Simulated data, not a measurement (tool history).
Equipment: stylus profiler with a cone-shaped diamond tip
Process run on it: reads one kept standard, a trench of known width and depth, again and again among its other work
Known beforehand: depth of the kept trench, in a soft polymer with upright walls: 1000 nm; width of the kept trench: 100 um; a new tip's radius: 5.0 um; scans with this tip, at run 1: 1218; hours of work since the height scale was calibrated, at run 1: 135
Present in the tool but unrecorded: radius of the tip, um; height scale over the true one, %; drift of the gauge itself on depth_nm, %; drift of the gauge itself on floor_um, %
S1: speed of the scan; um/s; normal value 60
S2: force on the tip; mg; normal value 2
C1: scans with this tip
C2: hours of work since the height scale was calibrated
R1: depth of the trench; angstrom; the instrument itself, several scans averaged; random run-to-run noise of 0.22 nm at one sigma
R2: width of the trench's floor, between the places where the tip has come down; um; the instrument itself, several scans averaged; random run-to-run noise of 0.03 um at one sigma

| run | hour | S1 | S2 | C1 | C2 | R1 | R2 |
|---|---|---|---|---|---|---|---|
| 1 | 0 | 60 | 2 | 1218 | 135 | 10072.3 | 93.66 |
| 2 | 65.9 | 60 | 2 | 1581 | 175 | 10075.1 | 93.71 |
| 3 | 126.3 | 60 | 2.23 | 1915 | 212 | 10080.6 | 93.63 |
| 4 | 206.3 | 60 | 2.23 | 2356 | 261 | 10080.5 | 93.69 |
| 5 | 273.4 | 60 | 2.23 | 2726 | 302 | 10080.9 | 93.67 |
| 6 | 336.3 | 43 | 2 | 3073 | 341 | 10076.4 | 93.72 |
| 7 | 421 | 43 | 2 | 3540 | 393 | 10076.9 | 93.72 |
| 8 | 466.1 | 43 | 3.49 | 3789 | 420 | 10109.6 | 93.82 |
| 9 | 528.2 | 60 | 2 | 4132 | 458 | 10075.2 | 93.62 |
| 10 | 579.7 | 19 | 2 | 4416 | 490 | 10075.2 | 93.82 |
| 11 | 650.6 | 93 | 2 | 4807 | 533 | 10077.9 | 93.53 |
| 12 | 745.4 | 93 | 2 | 5329 | 591 | 10072.3 | 93.49 |
| 13 | 828.8 | 83 | 2 | 5789 | 642 | 10074.4 | 93.53 |
| 14 | 918.7 | 83 | 2 | 6285 | 697 | 10071.2 | 93.56 |
| 15 | 1007.4 | 60 | 2 | 6775 | 751 | 10072.9 | 93.71 |
| 16 | 1093.9 | 20 | 2 | 7252 | 804 | 10074.7 | 93.87 |
| 17 | 1170.4 | 20 | 2 | 7674 | 851 | 10071.5 | 93.93 |
| 18 | 1258.2 | 20 | 2 | 8158 | 905 | 10078.3 | 93.88 |
| 19 | 1354.1 | 60 | 2.31 | 8687 | 964 | 10080.7 | 93.66 |
| 20 | 1451.8 | 60 | 2.31 | 9226 | 1023 | 10081.5 | 93.67 |
| 21 | 1519.1 | 60 | 2 | 9597 | 1065 | 10075.3 | 93.63 |
| 22 | 1572.4 | 60 | 3.26 | 9892 | 1097 | 10103.1 | 93.68 |
| 23 | 1652 | 60 | 2 | 10330 | 1146 | 10075.9 | 93.65 |
| 24 | 1719.4 | 60 | 2 | 10702 | 1187 | 10073.9 | 93.68 |
| 25 | 1779.9 | 143 | 1.57 | 11036 | 1224 | 10066.5 | 93.11 |
| 26 | 1855.2 | 174 | 3.05 | 11451 | 1270 | 10102.3 | 93.2 |
| 27 | 1953 | 25 | 0.92 | 11991 | 1330 | 10039.4 | 93.82 |
| 28 | 2010.5 | 60 | 0.69 | 12308 | 1365 | 10036 | 93.44 |
| 29 | 2098.4 | 60 | 0.69 | 12793 | 1419 | 10036.6 | 93.38 |
| 30 | 2142.8 | 144 | 5.31 | 13038 | 1446 | 10142 | 93.48 |
| 31 | 2197.9 | 28 | 1.91 | 13341 | 1480 | 10077.4 | 93.85 |
| 32 | 2240.8 | 88 | 2.93 | 13578 | 1506 | 10096 | 93.59 |
| 33 | 2284.8 | 85 | 2.43 | 13821 | 1533 | 10087.1 | 93.55 |
| 34 | 2333.3 | 231 | 1.2 | 14089 | 1563 | 10054.3 | 92.29 |
| 35 | 2401.5 | 60 | 0.98 | 14465 | 1604 | 10047.7 | 93.5 |
| 36 | 2488.2 | 32 | 2.91 | 14943 | 1657 | 10100.4 | 93.79 |
| 37 | 2576.3 | 107 | 1.15 | 15429 | 1711 | 10050.7 | 93.24 |
| 38 | 2644.3 | 23 | 1.15 | 15804 | 1753 | 10045.9 | 93.84 |
| 39 | 2716.1 | 23 | 1.15 | 16200 | 1797 | 10054.2 | 93.77 |
| 40 | 2766.3 | 23 | 1.15 | 16477 | 1828 | 10049.7 | 93.74 |
| 41 | 2856.4 | 34 | 2.99 | 16974 | 1883 | 10096.6 | 93.84 |
| 42 | 2907.3 | 115 | 1.45 | 17255 | 1914 | 10058.9 | 93.3 |
| 43 | 3002 | 115 | 1.45 | 17777 | 1972 | 10057 | 93.2 |
| 44 | 3045.8 | 45 | 0.8 | 18019 | 1999 | 10037.6 | 93.57 |
| 45 | 3115.8 | 19 | 3.55 | 18405 | 2041 | 10108.4 | 93.93 |
| 46 | 3190.5 | 59 | 2.89 | 18817 | 2087 | 10100.2 | 93.64 |

What if the next run were any one of these 3? Each begins from the tool's condition after run 46:
| A | 3281 | 59 | 1.71 | 19316 | 2142 | ? | ? |
| B | 3281 | 208 | 2.19 | 19316 | 2142 | ? | ? |
| C | 3281 | 47 | 3.94 | 19316 | 2142 | ? | ? |

| run | R1 | R2 |
|---|---|---|
| A | 10065 | 93.63 |
| B | 10081.8 | 92.87 |
| C | 10118.7 | 93.8 |
Stripped of hidden state, with their random variation kept, the same runs would have yielded:
| run | R1 | R2 |
|---|---|---|
| A | 10066.3 | 93.65 |
| B | 10083 | 92.89 |
| C | 10119.9 | 93.82 |

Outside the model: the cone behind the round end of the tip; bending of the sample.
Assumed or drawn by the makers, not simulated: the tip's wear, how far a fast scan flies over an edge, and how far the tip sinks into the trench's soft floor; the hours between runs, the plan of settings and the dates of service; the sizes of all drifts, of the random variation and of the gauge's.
